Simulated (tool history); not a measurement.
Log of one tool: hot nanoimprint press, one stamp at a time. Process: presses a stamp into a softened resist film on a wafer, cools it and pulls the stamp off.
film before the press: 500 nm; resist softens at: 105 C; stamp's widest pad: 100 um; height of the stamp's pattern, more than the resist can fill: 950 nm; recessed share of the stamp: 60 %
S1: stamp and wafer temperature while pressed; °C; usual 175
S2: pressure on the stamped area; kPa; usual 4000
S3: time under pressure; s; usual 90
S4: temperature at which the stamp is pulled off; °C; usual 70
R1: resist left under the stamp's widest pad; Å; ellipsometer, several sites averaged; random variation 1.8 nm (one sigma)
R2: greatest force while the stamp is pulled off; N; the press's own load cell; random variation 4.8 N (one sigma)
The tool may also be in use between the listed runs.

Run 1, hour 0: usual settings. Result: R1 2931 Å, R2 228 N.
Run 2, hour 11.9: usual settings. Result: R1 2896 Å, R2 234 N.
Run 3, hour 25.4: usual settings. Result: R1 2909 Å, R2 233 N.
Run 4, hour 52: usual settings. Result: R1 2919 Å, R2 228 N.
Run 5, hour 75.9: usual settings. Result: R1 2952 Å, R2 239 N.
Run 6, hour 101.8: usual settings. Result: R1 2932 Å, R2 233 N.
Run 7, hour 130.6: usual settings. Result: R1 2924 Å, R2 233 N.
Run 8, hour 146.5: usual settings but S2 4480 kPa. Result: R1 2752 Å, R2 234 N.
At hour 156.2: stamp cleaned and given a new release coat.
Run 9, hour 177.7: usual settings but S2 4480 kPa. Result: R1 2818 Å, R2 233 N.
Run 10, hour 200.5: usual settings but S4 75 °C. Result: R1 2916 Å, R2 219 N.
Run 11, hour 215.4: usual settings. Result: R1 2929 Å, R2 228 N.
Run 12, hour 236.1: usual settings. Result: R1 2960 Å, R2 238 N.
Run 13, hour 256: usual settings. Result: R1 2908 Å, R2 236 N.
Run 14, hour 274.6: usual settings. Result: R1 2912 Å, R2 231 N.
Run 15, hour 290.5: usual settings but S1 180 °C, S2 6310 kPa, S3 45 s, S4 57 °C. Result: R1 2539 Å, R2 255 N.
Run 16, hour 319.8: usual settings but S1 180 °C, S2 6310 kPa, S3 61 s, S4 73 °C. Result: R1 2287 Å, R2 231 N.
At hour 340.8: plate thermocouple calibrated.
At hour 351.4: stamp cleaned and given a new release coat.
Run 17, hour 354: usual settings but S1 180 °C, S2 6310 kPa, S3 61 s, S4 73 °C. Result: R1 2292 Å, R2 224 N.
Run 18, hour 380: usual settings but S2 3900 kPa, S4 71 °C. Result: R1 2946 Å, R2 237 N.
Run 19, hour 408.7: usual settings but S1 181 °C, S3 61 s. Result: R1 2785 Å, R2 237 N.
Run 20, hour 427.4: usual settings but S1 172 °C, S2 5780 kPa, S3 54 s, S4 58 °C. Result: R1 3162 Å, R2 253 N.
Run 21, hour 454.6: usual settings but S2 2420 kPa, S3 102 s, S4 65 °C. Result: R1 3474 Å, R2 245 N.
Run 22, hour 473.8: usual settings but S3 118 s, S4 60 °C. Result: R1 2666 Å, R2 263 N.
Run 23, hour 493.2: usual settings but S1 165 °C, S2 3700 kPa. Result: R1 3931 Å, R2 240 N.
Run 24, hour 519.7: usual settings but S1 186 °C, S2 5180 kPa, S3 121 s, S4 60 °C. Result: R1 1651 Å, R2 259 N.
At hour 543.3: stamp cleaned and given a new release coat.
Run 25, hour 549.2: usual settings but S3 88 s, S4 72 °C. Result: R1 2933 Å, R2 219 N.
Run 26, hour 564.7: usual settings but S3 88 s, S4 72 °C. Result: R1 2986 Å, R2 223 N.

5 ways to go on from here, each from the tool as it stands after run 26. What would each give?
Run A, hour 579.7: usual settings but S1 185 °C, S2 2620 kPa, S3 69 s, S4 72 °C. Result: R1 ?, R2 ?.
Run B, hour 579.7: usual settings but S1 177 °C, S3 65 s, S4 73 °C. Result: R1 ?, R2 ?.
Run C, hour 579.7: usual settings but S1 169 °C, S2 5860 kPa, S3 91 s, S4 72 °C. Result: R1 ?, R2 ?.
Run D, hour 579.7: usual settings but S3 48 s, S4 74 °C. Result: R1 ?, R2 ?.
Run E, hour 579.7: usual settings but S1 184 °C, S2 2900 kPa, S3 88 s, S4 58 °C. Result: R1 ?, R2 ?.

run    R1   R2
  A  2927  231
  B  3062  234
  C  2973  221
  D  3477  223
  E  2661  259
Without the tool's hidden state the same runs would have given:
run    R1   R2
  A  2924  230
  B  3058  234
  C  2968  220
  D  3473  222
  E  2658  258
